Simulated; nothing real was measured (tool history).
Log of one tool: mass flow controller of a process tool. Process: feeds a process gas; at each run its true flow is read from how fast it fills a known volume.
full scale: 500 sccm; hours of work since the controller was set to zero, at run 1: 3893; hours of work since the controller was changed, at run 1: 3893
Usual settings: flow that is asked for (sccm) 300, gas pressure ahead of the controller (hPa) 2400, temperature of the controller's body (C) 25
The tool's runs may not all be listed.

| run | hour | flow that is asked for (sccm) | gas pressure ahead of the controller (hPa) | temperature of the controller's body (C) | hours of work since the controller was set to zero | hours of work since the controller was changed | true flow (%) |
|---|---|---|---|---|---|---|---|
| 1 | 0 | 300 | 2400 | 25 | 3893 | 3893 | 99.02 |
| 2 | 204 | 300 | 2400 | 25 | 4014 | 4014 | 98.93 |
| 3 | 459.7 | 300 | 2400 | 31 | 4165 | 4165 | 98.37 |
| 4 | 586.6 | 300 | 2400 | 31 | 4239 | 4239 | 98.54 |
| 5 | 739.3 | 300 | 2400 | 31 | 4330 | 4330 | 98.36 |
| 6 | 879.5 | 300 | 2400 | 31 | 4412 | 4412 | 98.47 |
| 7 | 1125.1 | 91 | 2400 | 25 | 4557 | 4557 | 96.88 |
| 8 | 1331.6 | 91 | 2400 | 25 | 4679 | 4679 | 96.85 |
| 9 | 1571 | 300 | 2400 | 21 | 4821 | 4821 | 99.3 |
| 10 | 1797.5 | 300 | 2400 | 21 | 4954 | 4954 | 99.34 |
|  | 1809.6 | controller's zero set anew |
| 11 | 1945.2 | 300 | 2400 | 21 | 80 | 5041 | 99.14 |
| 12 | 2156.5 | 322 | 1840 | 32 | 205 | 5166 | 98.7 |
| 13 | 2404.4 | 481 | 1910 | 39 | 351 | 5312 | 99.05 |
| 14 | 2556.3 | 74 | 1880 | 21 | 441 | 5402 | 96.06 |
|  | 2708.4 | controller's zero set anew, once more |
| 15 | 2802.1 | 185 | 2020 | 34 | 55 | 5547 | 98.19 |
| 16 | 2976.8 | 300 | 2530 | 22 | 158 | 5650 | 99.73 |
| 17 | 3221.5 | 77 | 2530 | 23 | 303 | 5795 | 98.27 |

Hidden state at the last listed run before each entry between runs and at the first one after, where it differs:
Between runs 10 and 11: controller's zero set anew (hour 1809.6)
  flow at rest that the sensor doesn't see, % of full scale: -0.269 -> -0.409; true flow over the shown one, %: 0.67 -> 0.68
  measured less the result without the state, true flow (%): +0.22 -> -0.01
Between runs 14 and 15: controller's zero set anew, once more (hour 2708.4)
  flow at rest that the sensor doesn't see, % of full scale: -0.428 -> -0.028; true flow over the shown one, %: 0.74 -> 0.77
  measured less the result without the state, true flow (%): -2.15 -> +0.69

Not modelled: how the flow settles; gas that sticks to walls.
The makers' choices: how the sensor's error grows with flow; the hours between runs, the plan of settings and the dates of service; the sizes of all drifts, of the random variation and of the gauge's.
